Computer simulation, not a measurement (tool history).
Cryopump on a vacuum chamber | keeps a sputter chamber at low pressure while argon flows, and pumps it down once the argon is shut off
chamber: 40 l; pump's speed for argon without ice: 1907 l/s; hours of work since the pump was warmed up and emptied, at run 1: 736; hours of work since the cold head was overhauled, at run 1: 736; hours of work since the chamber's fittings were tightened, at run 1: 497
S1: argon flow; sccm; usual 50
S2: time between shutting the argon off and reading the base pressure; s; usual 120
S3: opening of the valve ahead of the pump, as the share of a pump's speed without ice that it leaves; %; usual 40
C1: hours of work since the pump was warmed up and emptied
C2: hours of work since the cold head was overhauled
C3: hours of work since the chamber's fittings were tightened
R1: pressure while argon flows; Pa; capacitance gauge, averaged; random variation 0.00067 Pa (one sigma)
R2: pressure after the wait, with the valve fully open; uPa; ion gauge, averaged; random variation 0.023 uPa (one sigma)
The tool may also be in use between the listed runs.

run	hour	S1	S2	S3	C1	C2	C3	R1	R2
1	0	50	120	40	736	736	497	0.1219	1.66
2	29.1	50	120	35	761	761	522	0.1369	1.67
3	66.4	50	56	40	794	794	555	0.1219	2.47
4	110.8	50	127	40	833	833	594	0.1237	1.78
# hour 118.8: pump warmed up, emptied and cooled again
5	139.7	50	127	40	18	854	615	0.1111	1.56
6	175.1	50	127	40	50	885	647	0.1119	1.62
7	205.7	50	127	40	76	912	673	0.1119	1.72
8	253.8	50	120	40	119	955	716	0.1129	1.78
9	295.6	49	72	16	156	991	753	0.273	2.22
10	319.2	47	82	16	176	1012	773	0.263	2.2
11	365.4	54	36	40	217	1053	814	0.1225	3.38
12	402	54	36	40	249	1085	846	0.1244	3.44
13	451.1	54	20	57	292	1128	889	0.089	5.06
14	476.6	54	20	57	315	1151	912	0.0898	5.06
15	511.4	33	38	27	346	1181	943	0.1111	3.38
16	558.7	33	38	17	387	1223	984	0.1748	3.5

3 ways to go on from here, each from the tool as it stands after run 16. What would each give?
A	596	61	115	55	420	1256	1017	?	?
B	596	56	120	40	420	1256	1017	?	?
C	596	38	261	38	420	1256	1017	?	?

run	R1	R2
A	0.1055	2.52
B	0.1306	2.46
C	0.0926	2.12
Without the tool's hidden state the same runs would have given:
run	R1	R2
A	0.0983	0.77
B	0.124	0.76
C	0.0881	0.41
